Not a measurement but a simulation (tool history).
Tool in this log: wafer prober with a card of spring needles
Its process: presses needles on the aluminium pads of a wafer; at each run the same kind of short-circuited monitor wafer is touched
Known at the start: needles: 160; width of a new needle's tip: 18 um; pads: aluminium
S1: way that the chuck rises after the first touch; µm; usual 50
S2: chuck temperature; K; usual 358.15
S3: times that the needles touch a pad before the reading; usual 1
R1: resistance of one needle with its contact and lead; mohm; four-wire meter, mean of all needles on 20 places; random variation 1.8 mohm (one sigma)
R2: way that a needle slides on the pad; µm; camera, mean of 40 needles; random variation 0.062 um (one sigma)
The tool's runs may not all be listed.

| run | hour | S1 | S2 | S3 | R1 | R2 |
|---|---|---|---|---|---|---|
| 1 | 0.0 | 50 | 358.15 | 1 | 196 | 6.86 |
|  | 3.8 | tips cleaned on abrasive film |
| 2 | 6.1 | 50 | 358.15 | 1 | 264 | 6.48 |
|  | 7.9 | tips cleaned on abrasive film |
|  | 12.1 | tips cleaned on abrasive film |
| 3 | 13.1 | 54 | 358.15 | 1 | 205 | 7.13 |
|  | 14.2 | height of the first contact set anew |
|  | 16.7 | tips cleaned on abrasive film |
|  | 21.1 | tips cleaned on abrasive film |
| 4 | 22.6 | 54 | 358.15 | 1 | 205 | 8.13 |
|  | 25.9 | tips cleaned on abrasive film |
|  | 29.9 | tips cleaned on abrasive film |
|  | 34.4 | tips cleaned on abrasive film |
| 5 | 36.3 | 54 | 358.15 | 1 | 208 | 8.14 |
|  | 39.3 | tips cleaned on abrasive film |
|  | 43.6 | tips cleaned on abrasive film |
|  | 47.8 | tips cleaned on abrasive film |
| 6 | 47.9 | 67 | 358.15 | 1 | 192 | 10.05 |
|  | 52.1 | tips cleaned on abrasive film |
| 7 | 55.6 | 67 | 358.15 | 1 | 205 | 9.94 |
|  | 56.6 | tips cleaned on abrasive film |
|  | 60.9 | tips cleaned on abrasive film |
| 8 | 61.6 | 67 | 358.15 | 2 | 194 | 10.00 |
|  | 64.5 | tips cleaned on abrasive film, once more |
| 9 | 68.0 | 67 | 358.15 | 2 | 202 | 10.06 |
|  | 69.1 | tips cleaned on abrasive film |
|  | 73.8 | tips cleaned on abrasive film |
|  | 78.0 | tips cleaned on abrasive film |
| 10 | 79.3 | 67 | 358.15 | 2 | 196 | 10.06 |
|  | 82.7 | tips cleaned on abrasive film |
|  | 87.1 | tips cleaned on abrasive film |
| 11 | 88.6 | 67 | 358.15 | 2 | 195 | 9.87 |
|  | 91.5 | tips cleaned on abrasive film |
|  | 95.9 | tips cleaned on abrasive film |
|  | 100.3 | tips cleaned on abrasive film |
| 12 | 100.3 | 50 | 358.15 | 1 | 193 | 7.23 |
|  | 104.3 | tips cleaned on abrasive film |
|  | 108.9 | tips cleaned on abrasive film |
|  | 113.3 | tips cleaned on abrasive film |
| 13 | 113.3 | 50 | 358.15 | 1 | 195 | 7.35 |
|  | 117.3 | tips cleaned on abrasive film |
|  | 122.1 | tips cleaned on abrasive film |
| 14 | 125.1 | 50 | 358.15 | 1 | 216 | 7.37 |
|  | 126.1 | tips cleaned on abrasive film |
|  | 130.9 | tips cleaned on abrasive film |
| 15 | 132.8 | 57 | 345.15 | 1 | 200 | 8.38 |
|  | 135.4 | tips cleaned on abrasive film |
|  | 139.9 | tips cleaned on abrasive film |
|  | 144.7 | tips cleaned on abrasive film |
| 16 | 145.3 | 63 | 358.15 | 1 | 198 | 9.24 |
|  | 149.4 | tips cleaned on abrasive film |
|  | 154.0 | tips cleaned on abrasive film |
| 17 | 156.5 | 50 | 362.15 | 1 | 217 | 7.23 |
|  | 158.4 | tips cleaned on abrasive film |
|  | 162.9 | tips cleaned on abrasive film |
| 18 | 165.8 | 50 | 298.15 | 1 | 213 | 7.16 |
|  | 167.6 | tips cleaned on abrasive film |
|  | 171.8 | tips cleaned on abrasive film |
|  | 175.9 | tips cleaned on abrasive film |
| 19 | 178.2 | 50 | 298.15 | 1 | 206 | 7.24 |
|  | 180.2 | tips cleaned on abrasive film |
|  | 184.3 | tips cleaned on abrasive film |
| 20 | 187.5 | 50 | 298.15 | 1 | 211 | 7.14 |
|  | 188.3 | tips cleaned on abrasive film |
|  | 193.2 | tips cleaned on abrasive film |
| 21 | 196.0 | 50 | 334.15 | 3 | 199 | 7.00 |
|  | 197.8 | tips cleaned on abrasive film |
|  | 202.6 | tips cleaned on abrasive film |
|  | 206.6 | tips cleaned on abrasive film |
| 22 | 208.4 | 47 | 303.15 | 1 | 205 | 6.69 |
|  | 211.0 | tips cleaned on abrasive film |
|  | 215.5 | tips cleaned on abrasive film |
|  | 219.8 | tips cleaned on abrasive film |
| 23 | 223.0 | 35 | 338.15 | 1 | 261 | 4.91 |
|  | 223.8 | tips cleaned on abrasive film |
|  | 228.3 | tips cleaned on abrasive film |
|  | 232.6 | tips cleaned on abrasive film |
|  | 236.7 | tips cleaned on abrasive film |
| 24 | 236.7 | 35 | 338.15 | 1 | 200 | 4.79 |
|  | 241.5 | tips cleaned on abrasive film |
|  | 245.7 | tips cleaned on abrasive film |
| 25 | 248.7 | 65 | 332.15 | 2 | 193 | 9.21 |
|  | 249.7 | tips cleaned on abrasive film |
|  | 254.2 | tips cleaned on abrasive film |
|  | 258.3 | tips cleaned on abrasive film |
| 26 | 259.9 | 44 | 315.15 | 1 | 210 | 6.15 |
|  | 263.0 | tips cleaned on abrasive film |
|  | 267.8 | tips cleaned on abrasive film |
| 27 | 269.3 | 44 | 309.15 | 2 | 195 | 6.04 |

Below are 5 alternative next runs, each starting from the tool's condition after run 27. Predict each:
|  | 271.9 | tips cleaned on abrasive film |
|  | 276.7 | tips cleaned on abrasive film |
| A | 277.3 | 42 | 316.15 | 2 | ? | ? |
|  | 271.9 | tips cleaned on abrasive film |
|  | 276.7 | tips cleaned on abrasive film |
| B | 277.3 | 32 | 309.15 | 2 | ? | ? |
|  | 271.9 | tips cleaned on abrasive film |
|  | 276.7 | tips cleaned on abrasive film |
| C | 277.3 | 44 | 300.15 | 2 | ? | ? |
|  | 271.9 | tips cleaned on abrasive film |
|  | 276.7 | tips cleaned on abrasive film |
| D | 277.3 | 34 | 329.15 | 2 | ? | ? |
|  | 271.9 | tips cleaned on abrasive film |
|  | 276.7 | tips cleaned on abrasive film |
| E | 277.3 | 62 | 304.15 | 2 | ? | ? |

| run | R1 | R2 |
|---|---|---|
| A | 197 | 5.86 |
| B | 204 | 4.33 |
| C | 193 | 6.05 |
| D | 203 | 4.60 |
| E | 185 | 8.72 |
The same runs, with their run-to-run variation unchanged, on a tool lacking any hidden condition would have given:
| run | R1 | R2 |
|---|---|---|
| A | 187 | 6.42 |
| B | 187 | 4.88 |
| C | 183 | 6.60 |
| D | 187 | 5.16 |
| E | 179 | 9.28 |
